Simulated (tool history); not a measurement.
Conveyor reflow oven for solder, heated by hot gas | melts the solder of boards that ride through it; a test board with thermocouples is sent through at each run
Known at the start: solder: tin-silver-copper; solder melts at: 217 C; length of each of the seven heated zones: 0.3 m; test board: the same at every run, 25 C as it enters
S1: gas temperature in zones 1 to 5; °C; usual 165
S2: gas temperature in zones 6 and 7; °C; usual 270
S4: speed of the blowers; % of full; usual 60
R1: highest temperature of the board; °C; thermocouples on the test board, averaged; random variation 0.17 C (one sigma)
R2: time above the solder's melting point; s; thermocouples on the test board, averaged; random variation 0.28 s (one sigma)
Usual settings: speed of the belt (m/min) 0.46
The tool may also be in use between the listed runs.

Run 1, hour 0: usual settings. Result: R1 247.3 °C, R2 50.9 s.
Run 2, hour 81.6: usual settings. Result: R1 247.1 °C, R2 50.2 s.
Run 3, hour 153.9: usual settings. Result: R1 247.1 °C, R2 49.6 s.
Run 4, hour 218: usual settings. Result: R1 247 °C, R2 51 s.
Run 5, hour 302.2: usual settings. Result: R1 247.2 °C, R2 50.6 s.
Run 6, hour 350.6: usual settings. Result: R1 247 °C, R2 49.9 s.
Run 7, hour 409.8: usual settings. Result: R1 246.8 °C, R2 49.9 s.
Run 8, hour 493: usual settings. Result: R1 246.8 °C, R2 50.1 s.
Run 9, hour 544.9: usual settings. Result: R1 247 °C, R2 49.4 s.
Run 10, hour 620.1: usual settings. Result: R1 247.3 °C, R2 49.8 s.
Run 11, hour 690.2: usual settings. Result: R1 246.6 °C, R2 49.6 s.
Run 12, hour 745.3: usual settings but S4 68 % of full. Result: R1 249.6 °C, R2 52.3 s.
Run 13, hour 844.2: usual settings but S4 68 % of full. Result: R1 249.4 °C, R2 52.4 s.
Run 14, hour 892.3: usual settings but S4 68 % of full. Result: R1 249.1 °C, R2 52.5 s.
Run 15, hour 989: usual settings but S4 68 % of full. Result: R1 248.8 °C, R2 51.9 s.
At hour 1047.9: flux residue cleaned out of gas plates and filters.
Run 16, hour 1047.9: usual settings but S1 167 °C, S4 52 % of full. Result: R1 246.4 °C, R2 49.6 s.
At hour 1055: thermocouples of zones 6 and 7 changed.
Run 17, hour 1104.5: usual settings but S1 167 °C, S4 52 % of full. Result: R1 243.4 °C, R2 47.1 s.
Run 18, hour 1185.1: usual settings but S2 281 °C, S4 65 % of full. Result: R1 258.2 °C, R2 60.2 s.
Run 19, hour 1266.3: usual settings but S1 156 °C, speed of the belt (m/min) 0.48. Result: R1 243 °C, R2 41.5 s.
Run 20, hour 1314.3: usual settings but S1 177 °C, S2 285 °C. Result: R1 261.7 °C, R2 66.2 s.
Run 21, hour 1399.3: usual settings but S1 167 °C, S2 280 °C, speed of the belt (m/min) 0.505, S4 74 % of full. Result: R1 256.4 °C, R2 53.8 s.
Run 22, hour 1451.8: usual settings but S2 275 °C, speed of the belt (m/min) 0.491, S4 76 % of full. Result: R1 253.6 °C, R2 53.2 s.
Run 23, hour 1515.1: usual settings but S1 168 °C, S2 275 °C, speed of the belt (m/min) 0.382, S4 85 % of full. Result: R1 264.2 °C, R2 80.7 s.
Run 24, hour 1578.8: usual settings but S1 176 °C, S2 262 °C, speed of the belt (m/min) 0.403, S4 66 % of full. Result: R1 248.1 °C, R2 66 s.
Run 25, hour 1638.1: usual settings. Result: R1 246.5 °C, R2 50.1 s.
Run 26, hour 1717.1: usual settings. Result: R1 246.3 °C, R2 49.7 s.
Run 27, hour 1816.4: usual settings but speed of the belt (m/min) 0.373. Result: R1 253.7 °C, R2 71.7 s.
Run 28, hour 1899.8: usual settings but S1 163 °C, S2 279 °C, speed of the belt (m/min) 0.457, S4 58 % of full. Result: R1 252.9 °C, R2 55.7 s.
Run 29, hour 1992.6: usual settings but S1 169 °C, speed of the belt (m/min) 0.4. Result: R1 252.4 °C, R2 66.7 s.
Run 30, hour 2042: usual settings but S1 169 °C, speed of the belt (m/min) 0.4. Result: R1 252.2 °C, R2 66.5 s.

5 ways to go on from here, each from the tool as it stands after run 30. What would each give?
Run A, hour 2103.6: usual settings but S2 263 °C. Result: R1 ?, R2 ?.
Run B, hour 2103.6: usual settings but speed of the belt (m/min) 0.504. Result: R1 ?, R2 ?.
Run C, hour 2103.6: usual settings but S1 161 °C, speed of the belt (m/min) 0.4. Result: R1 ?, R2 ?.
Run D, hour 2103.6: usual settings but S1 166 °C. Result: R1 ?, R2 ?.
Run E, hour 2103.6: usual settings but S1 163 °C, S2 275 °C, S4 79 % of full. Result: R1 ?, R2 ?.

run     R1    R2
  A  239.8    43
  B  241.7  40.2
  C  250.7  62.1
  D    246  50.3
  E  255.3  58.4
Without the tool's hidden state the same runs would have given:
run     R1    R2
  A  240.8  43.5
  B    243  40.8
  C  251.5  61.5
  D  247.1  50.3
  E  256.9  58.4
